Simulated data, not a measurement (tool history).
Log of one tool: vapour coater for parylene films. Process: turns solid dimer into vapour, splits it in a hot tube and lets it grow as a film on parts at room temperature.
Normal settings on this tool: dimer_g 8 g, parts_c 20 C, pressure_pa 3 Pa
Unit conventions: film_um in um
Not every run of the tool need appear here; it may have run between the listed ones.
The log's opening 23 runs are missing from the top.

run,hour,dimer_g,parts_c,pressure_pa,hours of work since the trap's valve was overhauled,hours of work since the table's thermometer was calibrated,film_um
24,660,8,14,7.69,435,519,4.32
# hour 666.2: trap's valve overhauled
25,705.5,5,31,2.06,21,542,2.46
# hour 749.1: trap's valve overhauled, once more
26,750.4,5,31,2.06,1,564,2.87
27,774.9,5,31,2.06,14,577,2.84
28,815.7,6,19,7.84,36,600,3.32
29,842.8,6,31,7.84,51,614,2.67
30,861.6,6,20,6.79,61,625,3.3
31,898.7,10,23,6.79,82,645,5.16
32,932.8,7,20,3,100,664,4.54
33,973.3,8,20,3.84,123,686,4.83
34,1010.5,8,15,9.72,143,706,4.47
35,1048.3,9,15,5.83,164,727,5.44
36,1089.5,9,15,5.83,186,749,5.38
37,1113.1,9,15,5.83,199,762,5.42
38,1138.5,9,15,5.83,213,776,5.38
39,1178,6,16,5.83,234,798,3.5

Forecast each of these 3 alternatives for the next run:
A,1214.7,14,15,2.94,255,818,?
B,1214.7,11,19,2.93,255,818,?
C,1214.7,4,22,11.29,255,818,?

run,film_um
A,9.48
B,6.92
C,1.86
Stripped of hidden state, with their random variation kept, the same runs would have yielded:
run,film_um
A,10.01
B,7.31
C,1.96
